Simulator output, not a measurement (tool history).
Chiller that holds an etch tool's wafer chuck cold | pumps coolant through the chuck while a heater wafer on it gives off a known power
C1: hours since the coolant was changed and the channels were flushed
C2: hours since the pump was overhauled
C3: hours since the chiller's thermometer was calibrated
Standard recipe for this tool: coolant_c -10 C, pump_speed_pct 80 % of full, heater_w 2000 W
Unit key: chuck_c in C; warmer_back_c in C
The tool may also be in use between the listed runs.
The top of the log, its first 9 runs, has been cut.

run 10 hour=697.7 | coolant_c=-10 pump_speed_pct=80 heater_w=2000 | C1=4593 C2=3049 C3=4324 | chuck_c=10.9 warmer_back_c=8.36
run 11 hour=794.8 | coolant_c=-10 pump_speed_pct=80 heater_w=2000 | C1=4690 C2=3146 C3=4421 | chuck_c=10.9 warmer_back_c=8.44
-- hour=814.3 coolant changed, channels flushed
run 12 hour=868.9 | coolant_c=-10 pump_speed_pct=80 heater_w=2000 | C1=55 C2=3214 C3=4489 | chuck_c=10.6 warmer_back_c=8.40
run 13 hour=971.9 | coolant_c=-10 pump_speed_pct=80 heater_w=2000 | C1=158 C2=3317 C3=4592 | chuck_c=10.9 warmer_back_c=8.43
run 14 hour=1061.9 | coolant_c=-10 pump_speed_pct=80 heater_w=2000 | C1=248 C2=3407 C3=4682 | chuck_c=10.8 warmer_back_c=8.42
run 15 hour=1143.5 | coolant_c=-9 pump_speed_pct=80 heater_w=2000 | C1=329 C2=3488 C3=4763 | chuck_c=11.7 warmer_back_c=8.36
run 16 hour=1191.4 | coolant_c=-9 pump_speed_pct=80 heater_w=2000 | C1=377 C2=3536 C3=4811 | chuck_c=11.7 warmer_back_c=8.44
-- hour=1205.4 chiller's thermometer calibrated
run 17 hour=1271.3 | coolant_c=-18 pump_speed_pct=80 heater_w=1497 | C1=456 C2=3615 C3=66 | chuck_c=-2.5 warmer_back_c=6.27
run 18 hour=1322.3 | coolant_c=-2 pump_speed_pct=74 heater_w=2000 | C1=507 C2=3666 C3=117 | chuck_c=19.7 warmer_back_c=9.17
run 19 hour=1372.7 | coolant_c=-2 pump_speed_pct=74 heater_w=2000 | C1=557 C2=3717 C3=167 | chuck_c=19.7 warmer_back_c=9.14
run 20 hour=1416.6 | coolant_c=-17 pump_speed_pct=74 heater_w=2150 | C1=601 C2=3761 C3=211 | chuck_c=6.6 warmer_back_c=9.85
run 21 hour=1475.0 | coolant_c=-12 pump_speed_pct=74 heater_w=2859 | C1=660 C2=3819 C3=270 | chuck_c=19.3 warmer_back_c=13.10
run 22 hour=1548.5 | coolant_c=-12 pump_speed_pct=74 heater_w=2859 | C1=733 C2=3892 C3=343 | chuck_c=19.1 warmer_back_c=13.13
run 23 hour=1594.2 | coolant_c=-12 pump_speed_pct=74 heater_w=2329 | C1=779 C2=3938 C3=389 | chuck_c=13.5 warmer_back_c=10.75
run 24 hour=1646.7 | coolant_c=-12 pump_speed_pct=74 heater_w=2329 | C1=831 C2=3991 C3=441 | chuck_c=13.4 warmer_back_c=10.60
run 25 hour=1714.2 | coolant_c=0 pump_speed_pct=80 heater_w=1084 | C1=899 C2=4058 C3=509 | chuck_c=11.2 warmer_back_c=4.60
run 26 hour=1777.6 | coolant_c=0 pump_speed_pct=80 heater_w=1084 | C1=962 C2=4121 C3=572 | chuck_c=11.2 warmer_back_c=4.52
run 27 hour=1863.3 | coolant_c=-2 pump_speed_pct=80 heater_w=1919 | C1=1048 C2=4207 C3=658 | chuck_c=17.8 warmer_back_c=8.07
run 28 hour=1957.0 | coolant_c=-12 pump_speed_pct=67 heater_w=1841 | C1=1142 C2=4301 C3=752 | chuck_c=9.5 warmer_back_c=9.38
run 29 hour=2050.1 | coolant_c=-10 pump_speed_pct=82 heater_w=1600 | C1=1235 C2=4394 C3=845 | chuck_c=6.4 warmer_back_c=6.57
run 30 hour=2116.9 | coolant_c=-2 pump_speed_pct=80 heater_w=1869 | C1=1302 C2=4461 C3=911 | chuck_c=17.6 warmer_back_c=7.86
run 31 hour=2191.5 | coolant_c=-16 pump_speed_pct=80 heater_w=1869 | C1=1376 C2=4535 C3=986 | chuck_c=3.4 warmer_back_c=7.91

What if the next run were any one of these 4? Each begins from the tool's condition after run 31:
run A hour=2248.3 | coolant_c=-2 pump_speed_pct=74 heater_w=1869 | C1=1433 C2=4592 C3=1043 | chuck_c=? warmer_back_c=?
run B hour=2248.3 | coolant_c=-19 pump_speed_pct=70 heater_w=1279 | C1=1433 C2=4592 C3=1043 | chuck_c=? warmer_back_c=?
run C hour=2248.3 | coolant_c=-2 pump_speed_pct=80 heater_w=2310 | C1=1433 C2=4592 C3=1043 | chuck_c=? warmer_back_c=?
run D hour=2248.3 | coolant_c=-16 pump_speed_pct=80 heater_w=1539 | C1=1433 C2=4592 C3=1043 | chuck_c=? warmer_back_c=?

run=A chuck_c=18.5 warmer_back_c=8.55
run=B chuck_c=-4.3 warmer_back_c=6.29
run=C chuck_c=22.0 warmer_back_c=9.72
run=D chuck_c=0.0 warmer_back_c=6.43
Without the tool's unlogged condition, the same runs would have read:
run=A chuck_c=18.5 warmer_back_c=8.54
run=B chuck_c=-4.3 warmer_back_c=6.28
run=C chuck_c=22.0 warmer_back_c=9.71
run=D chuck_c=0.0 warmer_back_c=6.43

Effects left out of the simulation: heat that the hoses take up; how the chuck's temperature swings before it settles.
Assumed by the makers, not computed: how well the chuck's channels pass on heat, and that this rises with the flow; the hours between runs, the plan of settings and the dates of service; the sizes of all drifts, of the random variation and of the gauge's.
